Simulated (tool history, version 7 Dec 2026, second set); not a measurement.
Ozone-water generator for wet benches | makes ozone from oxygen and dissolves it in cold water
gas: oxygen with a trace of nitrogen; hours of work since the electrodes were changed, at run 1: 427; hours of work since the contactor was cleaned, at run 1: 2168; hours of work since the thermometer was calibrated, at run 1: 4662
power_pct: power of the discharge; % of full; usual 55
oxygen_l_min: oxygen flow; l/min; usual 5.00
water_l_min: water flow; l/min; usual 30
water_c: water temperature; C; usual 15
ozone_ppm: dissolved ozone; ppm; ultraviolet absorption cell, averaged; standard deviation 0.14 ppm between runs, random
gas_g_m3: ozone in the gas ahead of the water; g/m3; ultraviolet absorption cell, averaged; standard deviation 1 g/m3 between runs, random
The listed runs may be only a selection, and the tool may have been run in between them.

run	hour	power_pct	oxygen_l_min	water_l_min	water_c	hours of work since the electrodes were changed	hours of work since the contactor was cleaned	hours of work since the thermometer was calibrated	ozone_ppm	gas_g_m3
1	0.0	55	5.00	30	15	427	2168	4662	16.4	174.7
2	13.4	55	4.48	30	15	436	2177	4671	15.8	184.2
3	27.6	55	4.48	30	15	445	2186	4680	16.0	181.7
4	50.8	55	5.00	30	15	460	2201	4695	16.4	172.5
5	76.5	76	5.00	30	15	477	2218	4712	20.1	214.1
6	103.4	76	5.00	30	15	495	2236	4730	20.0	214.4
7	127.8	57	5.00	30	15	511	2252	4746	16.4	176.7
8	142.0	55	5.00	30	15	520	2261	4755	16.5	175.1
9	168.6	55	5.36	30	15	537	2279	4772	16.6	168.5
10	187.8	55	5.00	30	15	550	2291	4785	16.4	173.7
11	203.1	55	5.00	30	15	560	2301	4795	16.2	173.6
12	229.5	55	5.00	30	15	577	2319	4812	16.0	175.4
13	241.9	55	5.00	30	15	586	2327	4821	16.2	173.6
14	259.6	55	5.00	30	15	597	2338	4832	16.3	173.8
15	277.4	56	5.00	30	15	609	2350	4844	16.4	175.2
16	300.4	55	3.05	30	15	624	2365	4859	14.6	221.1
17	316.3	55	3.05	30	15	634	2376	4869	14.4	221.4
18	345.0	86	3.05	30	15	653	2394	4888	19.3	297.6
19	371.4	54	5.00	30	10	671	2412	4906	16.8	170.5
20	392.0	54	5.00	30	10	684	2425	4919	17.0	174.0
21	405.5	63	2.72	24	12	693	2434	4928	19.8	258.7
22	430.2	63	2.72	24	12	709	2450	4944	19.7	255.3
# hour 435.8: contactor cleaned
# hour 436.3: water thermometer calibrated
23	460.4	55	5.00	30	16	726	16	16	16.1	174.4
# hour 484.7: contactor cleaned, once more
24	484.7	55	5.00	30	11	739	0	29	17.1	173.0
25	506.0	91	2.81	30	11	753	14	43	19.7	316.1
26	531.2	91	2.81	30	11	770	30	60	20.3	319.6
27	551.5	98	2.81	30	21	783	44	73	19.6	332.3
28	566.0	74	2.57	30	15	793	53	82	16.9	290.5
29	582.3	74	6.82	30	11	803	64	93	21.8	179.7
30	597.0	68	5.00	30	15	813	74	103	18.8	199.3
31	615.7	83	3.14	32	16	825	86	115	17.3	279.9
32	642.9	83	3.48	20	8	843	104	133	30.3	268.2

What if the next run were any one of these 5? Each begins from the tool's condition after run 32:
A	667.7	90	5.38	23	15	859	120	149	?	?
B	667.7	98	5.00	20	12	859	120	149	?	?
C	667.7	56	3.87	24	15	859	120	149	?	?
D	667.7	83	4.95	20	19	859	120	149	?	?
E	667.7	55	5.76	41	15	859	120	149	?	?

run	ozone_ppm	gas_g_m3
A	28.4	227.9
B	34.4	247.7
C	19.2	197.6
D	28.4	226.0
E	12.4	161.5
The same runs, with their run-to-run variation unchanged, on a tool lacking any hidden condition would have given:
run	ozone_ppm	gas_g_m3
A	28.6	229.5
B	34.8	249.5
C	19.4	198.6
D	28.6	227.5
E	12.5	162.3
